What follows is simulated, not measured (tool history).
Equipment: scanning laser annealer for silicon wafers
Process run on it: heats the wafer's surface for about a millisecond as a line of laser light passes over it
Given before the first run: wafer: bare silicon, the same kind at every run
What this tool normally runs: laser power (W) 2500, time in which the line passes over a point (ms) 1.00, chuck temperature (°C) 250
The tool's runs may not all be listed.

run,day,laser power (W),time in which the line passes over a point (ms),chuck temperature (°C),highest temperature of the surface (°C)
1,0.000,2500,1.00,250,977
2,2.371,2500,1.00,250,972
# day 3.354: window over the wafer cleaned
3,4.362,2500,1.00,250,931
4,6.621,2500,1.00,250,924
5,7.879,2500,1.00,250,920
6,8.938,2449,1.00,250,900
7,10.179,2449,1.00,250,900
8,11.958,2449,1.00,250,889
9,13.492,2449,1.00,250,888
# day 14.254: window over the wafer cleaned, once more
10,15.642,2500,1.00,215,983
11,17.425,2389,1.00,250,976
12,19.712,2500,1.00,250,1008
13,21.975,2500,1.00,250,1004
14,23.933,2500,1.00,250,999
15,26.112,2500,1.00,250,989
16,28.412,2500,1.00,250,985
17,30.625,2704,1.15,240,1092
18,32.012,2704,1.15,240,1091
19,34.346,2248,1.05,264,909
# day 35.892: window over the wafer cleaned
20,36.071,2248,1.05,264,952
21,37.304,2500,1.00,218,983
22,39.638,2199,0.81,261,847
23,40.817,2587,0.81,224,941
24,43.083,2587,0.81,224,929
25,44.533,2587,0.81,224,933
26,45.746,2587,0.81,224,930
27,47.158,2587,0.81,224,928
28,48.517,2594,0.95,262,1013
29,49.825,2188,0.77,283,832
30,51.171,2188,0.77,283,828
31,53.246,2662,0.78,281,973
32,54.554,2662,0.78,281,973

Below are 3 alternative next runs, each starting from the tool's condition after run 32. Predict each:
A,55.671,2516,0.77,274,?
B,55.671,2403,0.72,274,?
C,55.671,2662,0.78,279,?

run,highest temperature of the surface (°C)
A,912
B,856
C,968
Stripped of hidden state, with their random variation kept, the same runs would have yielded:
run,highest temperature of the surface (°C)
A,979
B,917
C,1041

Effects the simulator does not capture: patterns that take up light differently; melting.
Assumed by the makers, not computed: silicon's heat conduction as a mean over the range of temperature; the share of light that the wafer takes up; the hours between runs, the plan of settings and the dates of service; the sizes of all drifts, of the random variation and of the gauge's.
